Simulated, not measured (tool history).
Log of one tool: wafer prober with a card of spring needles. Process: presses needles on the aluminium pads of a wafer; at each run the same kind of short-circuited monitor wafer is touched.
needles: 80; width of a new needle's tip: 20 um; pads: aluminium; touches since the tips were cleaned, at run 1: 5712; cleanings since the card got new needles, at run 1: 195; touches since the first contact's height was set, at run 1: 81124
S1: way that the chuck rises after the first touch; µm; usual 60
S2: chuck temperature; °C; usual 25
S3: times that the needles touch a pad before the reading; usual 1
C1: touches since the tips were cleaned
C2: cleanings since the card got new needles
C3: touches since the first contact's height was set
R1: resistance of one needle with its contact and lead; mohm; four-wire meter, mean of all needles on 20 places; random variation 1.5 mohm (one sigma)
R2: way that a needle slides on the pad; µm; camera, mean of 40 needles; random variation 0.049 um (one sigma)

run	hour	S1	S2	S3	C1	C2	C3	R1	R2
1	0.0	60	25	1	5712	195	81124	474	7.90
# hour 3.6: tips cleaned on abrasive film
# hour 17.5: tips cleaned on abrasive film
# hour 31.4: tips cleaned on abrasive film
# hour 48.8: tips cleaned on abrasive film
# hour 66.1: tips cleaned on abrasive film
2	78.1	60	25	1	5098	200	114317	510	7.84
# hour 81.6: tips cleaned on abrasive film
# hour 95.5: tips cleaned on abrasive film
# hour 112.9: tips cleaned on abrasive film
# hour 130.3: tips cleaned on abrasive film
# hour 147.7: tips cleaned on abrasive film
# hour 162.3: tips cleaned on abrasive film
3	162.3	60	25	1	0	206	150112	175	7.71
# hour 176.2: tips cleaned on abrasive film
# hour 180.0: height of the first contact set anew
# hour 190.4: tips cleaned on abrasive film
# hour 207.8: tips cleaned on abrasive film
# hour 221.7: tips cleaned on abrasive film
# hour 239.1: tips cleaned on abrasive film
# hour 256.5: tips cleaned on abrasive film
4	265.1	60	25	1	3703	212	36235	472	7.93
# hour 272.1: tips cleaned on abrasive film
# hour 286.1: tips cleaned on abrasive film
# hour 300.0: tips cleaned on abrasive film
# hour 317.4: tips cleaned on abrasive film
# hour 334.7: tips cleaned on abrasive film
5	335.5	60	25	1	315	217	66122	223	7.85
# hour 349.4: tips cleaned on abrasive film
# hour 363.3: tips cleaned on abrasive film
# hour 380.7: tips cleaned on abrasive film
# hour 394.6: tips cleaned on abrasive film
# hour 408.5: tips cleaned on abrasive film
# hour 425.9: tips cleaned on abrasive film
6	433.5	60	25	2	3270	223	107838	342	7.79
# hour 440.6: tips cleaned on abrasive film
# hour 454.5: tips cleaned on abrasive film, once more
# hour 471.9: tips cleaned on abrasive film
# hour 489.2: tips cleaned on abrasive film
# hour 503.1: tips cleaned on abrasive film
7	511.9	60	25	2	3746	228	141159	335	7.78
# hour 518.9: tips cleaned on abrasive film
# hour 532.8: tips cleaned on abrasive film
# hour 546.8: tips cleaned on abrasive film
# hour 550.5: height of the first contact set anew
# hour 561.0: tips cleaned on abrasive film
# hour 578.3: tips cleaned on abrasive film
# hour 592.3: tips cleaned on abrasive film
# hour 606.2: tips cleaned on abrasive film
8	607.7	60	25	1	629	235	24289	244	8.00
# hour 621.6: tips cleaned on abrasive film
# hour 639.0: tips cleaned on abrasive film
# hour 656.3: tips cleaned on abrasive film
# hour 673.7: tips cleaned on abrasive film
9	687.0	60	25	1	5702	239	58086	528	7.98
# hour 690.6: tips cleaned on abrasive film
# hour 708.0: tips cleaned on abrasive film
# hour 725.3: tips cleaned on abrasive film
# hour 739.3: tips cleaned on abrasive film
# hour 753.3: tips cleaned on abrasive film
10	753.3	55	25	2	0	244	86235	178	7.29
# hour 770.7: tips cleaned on abrasive film
# hour 784.6: tips cleaned on abrasive film
# hour 798.5: tips cleaned on abrasive film
# hour 812.4: tips cleaned on abrasive film
# hour 829.8: tips cleaned on abrasive film
11	836.3	68	45	2	2783	249	121547	292	8.91

The next listed run, before its measurement:
# hour 846.8: tips cleaned on abrasive film
# hour 864.1: tips cleaned on abrasive film
# hour 881.5: tips cleaned on abrasive film
# hour 895.4: tips cleaned on abrasive film
12	898.5	68	45	2	1297	253	147982	?	?

R1: 246 mohm
R2: 8.95 µm
Without the tool's hidden state the same run would have given R1 137 mohm, R2 9.23 µm.
